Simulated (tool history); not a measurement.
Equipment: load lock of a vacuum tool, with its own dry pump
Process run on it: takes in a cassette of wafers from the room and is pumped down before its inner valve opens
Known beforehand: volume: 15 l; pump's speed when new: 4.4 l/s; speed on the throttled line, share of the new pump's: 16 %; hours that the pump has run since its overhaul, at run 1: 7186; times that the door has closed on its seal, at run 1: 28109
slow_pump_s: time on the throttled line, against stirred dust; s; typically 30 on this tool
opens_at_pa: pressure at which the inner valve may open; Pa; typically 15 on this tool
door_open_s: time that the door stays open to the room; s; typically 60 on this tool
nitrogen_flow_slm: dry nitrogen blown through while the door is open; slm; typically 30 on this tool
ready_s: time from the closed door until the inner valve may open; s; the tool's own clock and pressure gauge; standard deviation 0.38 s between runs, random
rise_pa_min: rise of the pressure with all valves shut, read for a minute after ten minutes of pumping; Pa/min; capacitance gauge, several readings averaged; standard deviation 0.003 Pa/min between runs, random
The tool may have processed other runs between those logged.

run    hour  slow_pump_s  opens_at_pa  door_open_s  nitrogen_flow_slm  hours that the pump has run since its overhaul  times that the door has closed on its seal  incoming humidity of the room's air, %  ready_s  rise_pa_min
  1     0.0           30           15           60                 30                                            7186                                       28109                                    46.1     56.7        0.413
  2   143.2           30           15           60                 11                                            7329                                       28544                                    44.3     57.1        0.430
  3   393.3           30           15           60                 11                                            7580                                       29303                                    44.9     56.9        0.455
  4   637.0           46           15           60                 30                                            7823                                       30042                                    41.4     70.1        0.443
  5   831.6           46           15           60                 30                                            8018                                       30633                                    44.2     70.3        0.462
  6  1055.6           33           15           60                 30                                            8242                                       31313                                    47.7     59.5        0.488
  7  1219.9           44           15          108                 30                                            8406                                       31811                                    46.1     68.9        0.495
  8  1444.6           44           12          108                 30                                            8631                                       32493                                    45.2     69.8        0.508
  9  1693.6           46           12           49                 30                                            8880                                       33249                                    43.0     71.2        0.529
 10  1940.6           46           12           49                 30                                            9127                                       33998                                    47.2     71.8        0.542
 11  2149.3           36           15          122                 30                                            9336                                       34632                                    46.5     63.6        0.562

Results for each run, recomputed without the tool's hidden state and with each run's random variation untouched:
Hidden state at play: pump's speed, % of a new pump's; leak at the door's seal, Pa l/s; drift of the gauge itself on ready_s, %; drift of the gauge itself on rise_pa_min, %.
run  ready_s  rise_pa_min
  1     55.3        0.031
  2     55.8        0.049
  3     55.5        0.050
  4     68.8        0.025
  5     69.0        0.029
  6     58.0        0.037
  7     67.5        0.034
  8     68.3        0.040
  9     69.7        0.027
 10     70.2        0.030
 11     61.9        0.036
